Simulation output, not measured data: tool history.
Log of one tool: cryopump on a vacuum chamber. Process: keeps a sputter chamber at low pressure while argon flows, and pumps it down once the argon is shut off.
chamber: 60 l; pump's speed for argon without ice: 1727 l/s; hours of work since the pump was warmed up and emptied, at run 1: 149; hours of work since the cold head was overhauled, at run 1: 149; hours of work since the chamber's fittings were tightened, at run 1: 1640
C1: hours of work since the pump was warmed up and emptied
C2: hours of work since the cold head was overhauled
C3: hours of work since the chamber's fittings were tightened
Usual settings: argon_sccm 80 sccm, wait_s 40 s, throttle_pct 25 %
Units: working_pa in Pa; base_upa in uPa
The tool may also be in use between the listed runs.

{"run": 1, "hour": 0.0, "argon_sccm": 80, "wait_s": 40, "throttle_pct": 25, "C1": 149, "C2": 149, "C3": 1640, "working_pa": 0.3211, "base_upa": 3.57}
{"run": 2, "hour": 26.8, "argon_sccm": 80, "wait_s": 40, "throttle_pct": 25, "C1": 173, "C2": 173, "C3": 1664, "working_pa": 0.3215, "base_upa": 3.63}
{"run": 3, "hour": 51.0, "argon_sccm": 80, "wait_s": 40, "throttle_pct": 25, "C1": 194, "C2": 194, "C3": 1686, "working_pa": 0.324, "base_upa": 3.72}
{"run": 4, "hour": 77.6, "argon_sccm": 80, "wait_s": 40, "throttle_pct": 25, "C1": 217, "C2": 217, "C3": 1709, "working_pa": 0.325, "base_upa": 3.77}
{"run": 5, "hour": 94.4, "argon_sccm": 80, "wait_s": 40, "throttle_pct": 25, "C1": 232, "C2": 232, "C3": 1724, "working_pa": 0.3242, "base_upa": 3.6}
{"run": 6, "hour": 113.7, "argon_sccm": 80, "wait_s": 40, "throttle_pct": 25, "C1": 249, "C2": 249, "C3": 1741, "working_pa": 0.3254, "base_upa": 3.73}
{"run": 7, "hour": 136.0, "argon_sccm": 80, "wait_s": 40, "throttle_pct": 25, "C1": 269, "C2": 269, "C3": 1761, "working_pa": 0.3279, "base_upa": 3.81}
{"run": 8, "hour": 148.3, "argon_sccm": 80, "wait_s": 88, "throttle_pct": 25, "C1": 280, "C2": 280, "C3": 1772, "working_pa": 0.3293, "base_upa": 2.85}
{"run": 9, "hour": 159.9, "argon_sccm": 80, "wait_s": 88, "throttle_pct": 25, "C1": 291, "C2": 291, "C3": 1782, "working_pa": 0.329, "base_upa": 2.96}
{"run": 10, "hour": 186.9, "argon_sccm": 80, "wait_s": 88, "throttle_pct": 25, "C1": 314, "C2": 314, "C3": 1806, "working_pa": 0.3274, "base_upa": 3.03}
{"run": 11, "hour": 213.9, "argon_sccm": 80, "wait_s": 40, "throttle_pct": 25, "C1": 338, "C2": 338, "C3": 1830, "working_pa": 0.3321, "base_upa": 3.85}
{"run": 12, "hour": 225.4, "argon_sccm": 109, "wait_s": 40, "throttle_pct": 25, "C1": 349, "C2": 349, "C3": 1840, "working_pa": 0.4538, "base_upa": 4.02}
{"run": 13, "hour": 241.0, "argon_sccm": 109, "wait_s": 40, "throttle_pct": 25, "C1": 362, "C2": 362, "C3": 1854, "working_pa": 0.4548, "base_upa": 4.03}
{"run": 14, "hour": 262.6, "argon_sccm": 109, "wait_s": 40, "throttle_pct": 25, "C1": 382, "C2": 382, "C3": 1873, "working_pa": 0.458, "base_upa": 4.16}
{"run": 15, "hour": 275.0, "argon_sccm": 109, "wait_s": 21, "throttle_pct": 25, "C1": 393, "C2": 393, "C3": 1884, "working_pa": 0.4538, "base_upa": 5.63}
{"run": 16, "hour": 295.2, "argon_sccm": 80, "wait_s": 40, "throttle_pct": 23, "C1": 410, "C2": 410, "C3": 1902, "working_pa": 0.3638, "base_upa": 4.25}
{"run": 17, "hour": 314.8, "argon_sccm": 80, "wait_s": 40, "throttle_pct": 23, "C1": 428, "C2": 428, "C3": 1920, "working_pa": 0.3619, "base_upa": 4.21}
{"run": 18, "hour": 333.2, "argon_sccm": 77, "wait_s": 136, "throttle_pct": 47, "C1": 444, "C2": 444, "C3": 1936, "working_pa": 0.1847, "base_upa": 3.11}
{"run": 19, "hour": 360.2, "argon_sccm": 77, "wait_s": 136, "throttle_pct": 47, "C1": 468, "C2": 468, "C3": 1960, "working_pa": 0.1872, "base_upa": 3.15}
{"run": 20, "hour": 377.9, "argon_sccm": 77, "wait_s": 190, "throttle_pct": 20, "C1": 484, "C2": 484, "C3": 1976, "working_pa": 0.4037, "base_upa": 3.04}
{"run": 21, "hour": 396.0, "argon_sccm": 48, "wait_s": 40, "throttle_pct": 59, "C1": 500, "C2": 500, "C3": 1992, "working_pa": 0.0978, "base_upa": 4.58}
{"run": 22, "hour": 420.0, "argon_sccm": 48, "wait_s": 40, "throttle_pct": 24, "C1": 521, "C2": 521, "C3": 2013, "working_pa": 0.2141, "base_upa": 4.5}
{"run": 23, "hour": 440.6, "argon_sccm": 63, "wait_s": 145, "throttle_pct": 18, "C1": 539, "C2": 539, "C3": 2031, "working_pa": 0.3675, "base_upa": 3.43}
{"run": 24, "hour": 455.8, "argon_sccm": 63, "wait_s": 145, "throttle_pct": 18, "C1": 553, "C2": 553, "C3": 2045, "working_pa": 0.3717, "base_upa": 3.42}
{"run": 25, "hour": 476.6, "argon_sccm": 148, "wait_s": 91, "throttle_pct": 25, "C1": 571, "C2": 571, "C3": 2063, "working_pa": 0.6472, "base_upa": 3.83}
{"hour": 498.8, "done": "pump warmed up, emptied and cooled again"}
{"run": 26, "hour": 498.8, "argon_sccm": 36, "wait_s": 128, "throttle_pct": 47, "C1": 0, "C2": 587, "C3": 2078, "working_pa": 0.0751, "base_upa": 2.62}
{"run": 27, "hour": 516.4, "argon_sccm": 64, "wait_s": 131, "throttle_pct": 26, "C1": 16, "C2": 602, "C3": 2094, "working_pa": 0.2407, "base_upa": 2.63}
{"run": 28, "hour": 536.3, "argon_sccm": 78, "wait_s": 31, "throttle_pct": 60, "C1": 33, "C2": 620, "C3": 2111, "working_pa": 0.1297, "base_upa": 4.4}
{"hour": 545.7, "done": "leaking fittings of the chamber tightened, without venting"}
{"run": 29, "hour": 560.2, "argon_sccm": 80, "wait_s": 27, "throttle_pct": 32, "C1": 53, "C2": 639, "C3": 13, "working_pa": 0.2485, "base_upa": 2.66}
{"run": 30, "hour": 585.7, "argon_sccm": 80, "wait_s": 27, "throttle_pct": 32, "C1": 75, "C2": 662, "C3": 35, "working_pa": 0.249, "base_upa": 2.73}
{"run": 31, "hour": 608.1, "argon_sccm": 80, "wait_s": 27, "throttle_pct": 32, "C1": 95, "C2": 682, "C3": 55, "working_pa": 0.2503, "base_upa": 2.72}
{"run": 32, "hour": 631.1, "argon_sccm": 80, "wait_s": 27, "throttle_pct": 32, "C1": 116, "C2": 702, "C3": 76, "working_pa": 0.2499, "base_upa": 2.68}
{"run": 33, "hour": 644.9, "argon_sccm": 114, "wait_s": 40, "throttle_pct": 25, "C1": 128, "C2": 714, "C3": 88, "working_pa": 0.4569, "base_upa": 1.89}

Forecast each of these 4 alternatives for the next run:
{"run": "A", "hour": 658.2, "argon_sccm": 80, "wait_s": 91, "throttle_pct": 24, "C1": 140, "C2": 726, "C3": 100, "working_pa": "?", "base_upa": "?"}
{"run": "B", "hour": 658.2, "argon_sccm": 50, "wait_s": 103, "throttle_pct": 25, "C1": 140, "C2": 726, "C3": 100, "working_pa": "?", "base_upa": "?"}
{"run": "C", "hour": 658.2, "argon_sccm": 42, "wait_s": 40, "throttle_pct": 56, "C1": 140, "C2": 726, "C3": 100, "working_pa": "?", "base_upa": "?"}
{"run": "D", "hour": 658.2, "argon_sccm": 96, "wait_s": 27, "throttle_pct": 17, "C1": 140, "C2": 726, "C3": 100, "working_pa": "?", "base_upa": "?"}

run=A working_pa=0.3320 base_upa=0.96
run=B working_pa=0.2000 base_upa=0.95
run=C working_pa=0.0769 base_upa=1.94
run=D working_pa=0.5585 base_upa=2.77
Without the tool's hidden state the same runs would have given:
run=A working_pa=0.3251 base_upa=0.84
run=B working_pa=0.1956 base_upa=0.82
run=C working_pa=0.0733 base_upa=1.81
run=D working_pa=0.5502 base_upa=2.64

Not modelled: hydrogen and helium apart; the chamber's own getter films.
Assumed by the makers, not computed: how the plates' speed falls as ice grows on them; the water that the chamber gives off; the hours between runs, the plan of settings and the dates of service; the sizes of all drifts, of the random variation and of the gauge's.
